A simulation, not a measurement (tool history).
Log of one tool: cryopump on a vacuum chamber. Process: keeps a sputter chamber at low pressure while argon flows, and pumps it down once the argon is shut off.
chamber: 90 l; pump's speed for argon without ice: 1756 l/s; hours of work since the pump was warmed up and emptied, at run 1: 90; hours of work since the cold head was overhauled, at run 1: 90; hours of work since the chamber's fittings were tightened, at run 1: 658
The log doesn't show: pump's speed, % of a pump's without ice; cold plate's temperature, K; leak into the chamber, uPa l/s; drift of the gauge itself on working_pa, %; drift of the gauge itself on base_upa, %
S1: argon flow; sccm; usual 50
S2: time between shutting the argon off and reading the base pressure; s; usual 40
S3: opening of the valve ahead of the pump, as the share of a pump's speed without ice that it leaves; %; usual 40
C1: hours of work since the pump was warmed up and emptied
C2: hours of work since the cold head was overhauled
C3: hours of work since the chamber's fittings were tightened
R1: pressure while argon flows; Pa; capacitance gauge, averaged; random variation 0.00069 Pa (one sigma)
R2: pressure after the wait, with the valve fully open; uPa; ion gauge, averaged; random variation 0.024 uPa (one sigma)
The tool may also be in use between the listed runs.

run	hour	S1	S2	S3	C1	C2	C3	R1	R2
1	0	50	40	40	90	90	658	0.125	1.08
2	15.4	50	40	27	99	99	667	0.1817	1.06
3	28.6	50	40	27	107	107	675	0.1818	1.06
4	48	50	27	40	119	119	687	0.1247	1.39
5	59.6	50	27	40	126	126	694	0.125	1.34
6	79.4	50	40	29	138	138	706	0.1705	1.04
7	91.3	50	40	33	145	145	713	0.151	1.09
8	106.5	50	121	40	155	155	722	0.1253	0.59
9	130.2	22	121	40	169	169	736	0.0552	0.65
10	142.4	22	121	40	176	176	744	0.0555	0.63
11	159.2	22	121	40	187	187	754	0.056	0.59
12	170.6	27	94	40	193	193	761	0.0688	0.71
13	190.5	27	94	40	206	206	773	0.0678	0.75
14	208.6	27	94	40	217	217	784	0.0696	0.71
15	223.3	84	32	40	225	225	793	0.2148	1.32
16	244.8	84	32	40	238	238	806	0.2158	1.27
17	256.3	84	32	40	245	245	813	0.2179	1.3

Forecast run 18:
18	271.7	84	32	40	255	255	822	?	?

{"run 18": {"R1": 0.2175, "R2": 1.22}}
Without the tool's hidden state the same run would have given R1 0.2026 Pa, R2 0.94 uPa.
